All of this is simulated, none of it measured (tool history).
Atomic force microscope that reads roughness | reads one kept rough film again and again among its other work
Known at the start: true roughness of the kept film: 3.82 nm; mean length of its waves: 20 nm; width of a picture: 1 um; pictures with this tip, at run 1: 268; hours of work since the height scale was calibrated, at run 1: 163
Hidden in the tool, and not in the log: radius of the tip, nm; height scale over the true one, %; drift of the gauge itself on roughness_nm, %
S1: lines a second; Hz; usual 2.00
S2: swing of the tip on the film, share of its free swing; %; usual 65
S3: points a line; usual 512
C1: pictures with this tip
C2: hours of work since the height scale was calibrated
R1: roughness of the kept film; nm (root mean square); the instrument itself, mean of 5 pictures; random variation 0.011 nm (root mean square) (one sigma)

run   hour    S1  S2    S3   C1   C2     R1
  1    0.0  2.00  65   512  268  163  1.549
  2   11.6  0.95  65   512  284  168  1.603
  3   30.3  0.95  65   512  309  177  1.534
  4   46.3  0.95  65   512  331  184  1.504
  5   65.4  0.95  65   512  357  192  1.451
      71.5  -- new tip fitted
  6   87.5  0.95  65   512   22  202  2.474
  7  105.8  2.00  65   512   47  210  2.246
  8  123.1  2.00  72   512   71  218  2.067
  9  135.5  1.22  72   512   88  224  2.112
 10  150.7  2.00  78   512  108  230  1.855
 11  162.8  2.00  78   512  125  236  1.811
 12  184.6  1.58  78   512  155  246  1.768
 13  197.3  1.58  78   512  172  251  1.719
 14  209.9  1.58  78   512  190  257  1.665
 15  230.4  1.58  78   512  218  266  1.599
 16  253.5  1.58  78   512  249  277  1.530
 17  277.3  1.58  78   512  282  287  1.456
 18  297.6  2.18  65   512  310  296  1.444
 19  317.5  2.00  65   512  337  305  1.415
 20  336.3  2.00  65   512  363  314  1.383
     338.7  -- new tip fitted
 21  352.5  2.00  65   512   19  321  2.432
 22  362.6  2.00  65   512   33  325  2.358
 23  381.5  2.00  65   512   59  334  2.250
 24  398.9  2.00  65   512   83  342  2.148
 25  420.8  2.00  90   437  113  352  1.673
 26  433.7  0.72  64   505  131  357  2.081
 27  446.4  0.52  59   471  148  363  2.036
 28  460.5  0.52  59   471  167  369  1.991
 29  479.4  1.24  65   627  193  378  1.836
 30  494.4  1.24  65   627  214  385  1.773
     497.1  -- height scale calibrated on a step standard
 31  510.4  0.78  65   767  234    6  1.762
 32  520.1  2.00  65   430  248   10  1.644
 33  530.5  2.00  65   430  262   15  1.602
 34  547.4  2.00  65   430  285   23  1.557
 35  557.9  2.00  65  1011  299   27  1.527
 36  577.0  2.00  65  1011  326   36  1.469
 37  599.6  0.93  62   589  357   46  1.478
     606.9  -- new tip fitted
     609.0  -- height scale calibrated on a step standard, once more
 38  615.5  1.05  57   343   10    3  2.535
 39  637.0  2.00  89   288   40   13  1.869
 40  651.4  0.54  89  1024   59   19  2.236
 41  670.6  2.00  61   290   86   28  2.101
 42  685.4  2.03  86   983  106   34  1.763
 43  700.9  2.03  86   983  127   41  1.667
 44  711.3  2.03  86   983  141   46  1.647
 45  732.8  0.59  60   548  171   56  1.945
 46  746.8  0.59  60   548  190   62  1.878
 47  761.0  0.87  77   512  210   68  1.726

Hidden state at the last listed run before each entry between runs and at the first one after, where it differs:
Between runs 5 and 6: new tip fitted (hour 71.5)
  radius of the tip, nm: 40.1 -> 12.3; height scale over the true one, %: 0.15 -> 0.16
  measured less the result without the state, R1: -1.186 -> -0.152 nm (root mean square)
Between runs 20 and 21: new tip fitted (hour 338.7)
  radius of the tip, nm: 40.6 -> 11.6; height scale over the true one, %: 0.3 -> 0.31
  measured less the result without the state, R1: -1.148 -> -0.098 nm (root mean square)
Between runs 30 and 31: height scale calibrated on a step standard (hour 497.1)
  radius of the tip, nm: 27.5 -> 29.1; height scale over the true one, %: 0.38 -> 0.58
  measured less the result without the state, R1: -0.840 -> -0.909 nm (root mean square)
Between runs 37 and 38: new tip fitted (hour 606.9); height scale calibrated on a step standard, once more (hour 609.0)
  radius of the tip, nm: 39.5 -> 11.4; height scale over the true one, %: 0.63 -> 0.1
  measured less the result without the state, R1: -1.179 -> -0.095 nm (root mean square)
